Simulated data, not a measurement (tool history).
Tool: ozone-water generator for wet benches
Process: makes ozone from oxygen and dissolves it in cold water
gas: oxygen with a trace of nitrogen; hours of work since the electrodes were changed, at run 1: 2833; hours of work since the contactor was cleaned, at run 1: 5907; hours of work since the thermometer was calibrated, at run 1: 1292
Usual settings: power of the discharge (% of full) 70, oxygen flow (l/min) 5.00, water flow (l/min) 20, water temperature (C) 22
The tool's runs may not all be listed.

| run | hour | power of the discharge (% of full) | oxygen flow (l/min) | water flow (l/min) | water temperature (C) | hours of work since the electrodes were changed | hours of work since the contactor was cleaned | hours of work since the thermometer was calibrated | dissolved ozone (ppm) | ozone in the gas ahead of the water (g/m3) |
|---|---|---|---|---|---|---|---|---|---|---|
| 1 | 0.0 | 70 | 5.00 | 20 | 22 | 2833 | 5907 | 1292 | 18.5 | 174.6 |
| 2 | 46.4 | 70 | 5.00 | 20 | 22 | 2878 | 5953 | 1337 | 18.5 | 174.4 |
| 3 | 114.0 | 70 | 5.00 | 20 | 22 | 2945 | 6019 | 1403 | 18.3 | 175.4 |
| 4 | 213.7 | 70 | 5.00 | 14 | 22 | 3042 | 6116 | 1501 | 23.4 | 173.8 |
| 5 | 289.9 | 70 | 5.00 | 14 | 22 | 3117 | 6191 | 1575 | 23.5 | 175.1 |
| 6 | 336.6 | 70 | 5.00 | 14 | 22 | 3162 | 6237 | 1621 | 24.0 | 172.3 |
| 7 | 389.0 | 70 | 2.58 | 24 | 14 | 3214 | 6288 | 1672 | 17.2 | 263.3 |
| 8 | 493.1 | 96 | 6.87 | 24 | 28 | 3316 | 6390 | 1774 | 18.5 | 186.7 |
| 9 | 594.2 | 96 | 6.87 | 24 | 28 | 3414 | 6489 | 1873 | 18.6 | 184.3 |
| 10 | 692.4 | 74 | 4.28 | 17 | 16 | 3511 | 6585 | 1969 | 24.1 | 197.8 |

Forecast each of these 5 alternatives for the next run:
| A | 765.7 | 85 | 4.28 | 17 | 16 | 3582 | 6656 | 2041 | ? | ? |
| B | 765.7 | 80 | 5.52 | 26 | 16 | 3582 | 6656 | 2041 | ? | ? |
| C | 765.7 | 70 | 5.00 | 20 | 23 | 3582 | 6656 | 2041 | ? | ? |
| D | 765.7 | 41 | 6.30 | 15 | 22 | 3582 | 6656 | 2041 | ? | ? |
| E | 765.7 | 74 | 6.51 | 20 | 16 | 3582 | 6656 | 2041 | ? | ? |

| run | dissolved ozone (ppm) | ozone in the gas ahead of the water (g/m3) |
|---|---|---|
| A | 27.5 | 223.7 |
| B | 18.0 | 180.6 |
| C | 18.3 | 171.4 |
| D | 13.5 | 91.8 |
| E | 20.6 | 153.5 |
Without the tool's hidden state the same runs would have given:
| run | dissolved ozone (ppm) | ozone in the gas ahead of the water (g/m3) |
|---|---|---|
| A | 27.6 | 227.7 |
| B | 18.1 | 183.9 |
| C | 18.3 | 174.5 |
| D | 13.5 | 93.4 |
| E | 20.6 | 156.3 |
